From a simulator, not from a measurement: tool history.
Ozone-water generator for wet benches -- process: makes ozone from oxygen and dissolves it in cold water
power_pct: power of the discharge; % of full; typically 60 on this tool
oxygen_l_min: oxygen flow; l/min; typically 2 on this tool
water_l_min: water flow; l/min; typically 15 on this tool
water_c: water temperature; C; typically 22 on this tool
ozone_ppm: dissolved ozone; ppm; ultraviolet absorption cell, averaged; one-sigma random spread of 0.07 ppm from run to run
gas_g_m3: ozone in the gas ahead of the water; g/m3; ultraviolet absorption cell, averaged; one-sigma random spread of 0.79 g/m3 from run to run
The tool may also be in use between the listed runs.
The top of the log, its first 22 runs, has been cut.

run	hour	power_pct	oxygen_l_min	water_l_min	water_c	ozone_ppm	gas_g_m3
23	1002.4	54	2	15	21	9.29	154.1
24	1038.4	60	1.2	13	22	11.2	236.9
25	1068.7	53	2.17	17	29	7.5	145.4
26	1112.4	48	2.34	15	16	8.81	125.4
27	1137.2	48	3.22	12	18	10.38	101
28	1190.1	48	3.22	12	18	10.27	102.5
29	1214.9	46	1.03	12	15	9.81	206.5
30	1252.4	63	3.46	23	16	7.49	125.6
31	1301.8	52	3.46	14	19	9.61	105.7

The next listed run, before its measurement:
32	1328.1	52	3.46	14	19	?	?

Run 32 measured ozone_ppm 9.59 ppm, gas_g_m3 104.7 g/m3.
The same run, on a tool lacking any hidden state, would have yielded ozone_ppm 9.59 ppm, gas_g_m3 102.3 g/m3.

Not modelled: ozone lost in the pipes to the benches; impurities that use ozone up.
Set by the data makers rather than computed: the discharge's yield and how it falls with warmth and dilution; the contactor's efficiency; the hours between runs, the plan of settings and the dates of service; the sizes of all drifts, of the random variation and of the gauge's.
